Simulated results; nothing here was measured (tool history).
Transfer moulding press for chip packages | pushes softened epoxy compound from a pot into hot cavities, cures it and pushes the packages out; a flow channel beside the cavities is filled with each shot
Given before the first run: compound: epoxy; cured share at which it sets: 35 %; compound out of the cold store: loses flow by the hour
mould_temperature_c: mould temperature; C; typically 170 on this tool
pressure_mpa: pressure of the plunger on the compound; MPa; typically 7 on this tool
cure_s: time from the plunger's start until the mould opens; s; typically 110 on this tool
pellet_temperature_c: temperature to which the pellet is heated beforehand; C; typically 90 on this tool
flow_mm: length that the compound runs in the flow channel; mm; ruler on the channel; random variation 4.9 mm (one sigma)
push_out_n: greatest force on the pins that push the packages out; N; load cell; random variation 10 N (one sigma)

| run | hour | mould_temperature_c | pressure_mpa | cure_s | pellet_temperature_c | incoming compound's hours out of the cold store | flow_mm | push_out_n |
|---|---|---|---|---|---|---|---|---|
| 1 | 0 | 170 | 7 | 110 | 90 | 14.8 | 791 | 490 |
| 2 | 30.6 | 170 | 7 | 110 | 90 | 36.3 | 724 | 468 |
| 3 | 49.3 | 170 | 7 | 110 | 90 | 41.3 | 712 | 477 |
|  | 55.5 | cavities cleaned with cleaning compound and waxed |
| 4 | 74.1 | 170 | 8.54 | 110 | 90 | 34.8 | 799 | 476 |
| 5 | 92.4 | 170 | 8.54 | 110 | 90 | 16.4 | 852 | 503 |
|  | 110.3 | cavities cleaned with cleaning compound and waxed |
| 6 | 110.3 | 170 | 7 | 110 | 90 | 17.2 | 766 | 488 |
| 7 | 132.6 | 170 | 7 | 110 | 90 | 10.8 | 803 | 473 |
| 8 | 151.4 | 170 | 7 | 110 | 90 | 30.5 | 730 | 476 |
|  | 165.8 | cavities cleaned with cleaning compound and waxed |
| 9 | 177.2 | 170 | 7 | 110 | 90 | 41.6 | 715 | 471 |
| 10 | 192.2 | 170 | 5.95 | 110 | 90 | 42.9 | 650 | 472 |
|  | 220.3 | cavities cleaned with cleaning compound and waxed |
| 11 | 220.3 | 170 | 7 | 106 | 90 | 38 | 718 | 489 |
|  | 233.4 | mould's thermocouples calibrated |
| 12 | 246.2 | 170 | 7 | 106 | 90 | 32.6 | 722 | 497 |
| 13 | 273.6 | 170 | 7 | 110 | 90 | 35.6 | 732 | 484 |
|  | 277.6 | cavities cleaned with cleaning compound and waxed |
| 14 | 292.9 | 170 | 7 | 110 | 90 | 23.3 | 760 | 487 |
| 15 | 309.4 | 170 | 5.78 | 96 | 90 | 37.3 | 658 | 604 |
|  | 334.8 | cavities cleaned with cleaning compound and waxed |
| 16 | 335.7 | 170 | 5.78 | 96 | 90 | 28.3 | 687 | 603 |
| 17 | 349 | 173 | 5.62 | 104 | 90 | 10 | 702 | 466 |
|  | 377.6 | plunger's sealing rings changed |
| 18 | 377.6 | 170 | 5.73 | 127 | 90 | 36.7 | 659 | 417 |
|  | 392.1 | cavities cleaned with cleaning compound and waxed |
| 19 | 409.6 | 170 | 5.73 | 127 | 90 | 12.2 | 707 | 423 |
| 20 | 422.7 | 172 | 7.71 | 127 | 90 | 36.6 | 756 | 386 |
|  | 448.5 | cavities cleaned with cleaning compound and waxed |
| 21 | 453.7 | 172 | 7.71 | 127 | 90 | 30.7 | 769 | 381 |
| 22 | 468.5 | 176 | 7.02 | 142 | 90 | 11.2 | 770 | 375 |
| 23 | 482.3 | 170 | 6.91 | 99 | 90 | 16.6 | 768 | 619 |
|  | 504.7 | cavities cleaned with cleaning compound and waxed |
| 24 | 505.9 | 167 | 7.55 | 137 | 90 | 33.4 | 773 | 415 |
| 25 | 525.4 | 170 | 7 | 90 | 90 | 29.9 | 745 | 728 |
| 26 | 553.8 | 170 | 7 | 99 | 98 | 34.4 | 727 | 551 |
|  | 559.9 | cavities cleaned with cleaning compound and waxed |
| 27 | 585.2 | 167 | 8.38 | 129 | 97 | 12.5 | 878 | 448 |

Forecast each of these 4 alternatives for the next run:
| A | 607.4 | 170 | 7.08 | 110 | 90 | 16 | ? | ? |
| B | 607.4 | 167 | 8.38 | 129 | 88 | 41.6 | ? | ? |
| C | 607.4 | 176 | 8.38 | 129 | 97 | 34 | ? | ? |
| D | 607.4 | 177 | 7.01 | 129 | 95 | 27.6 | ? | ? |

| run | flow_mm | push_out_n |
|---|---|---|
| A | 781 | 501 |
| B | 787 | 449 |
| C | 769 | 374 |
| D | 721 | 376 |
What these runs would have given with no unlogged condition in the tool:
| run | flow_mm | push_out_n |
|---|---|---|
| A | 781 | 492 |
| B | 788 | 440 |
| C | 769 | 368 |
| D | 722 | 369 |
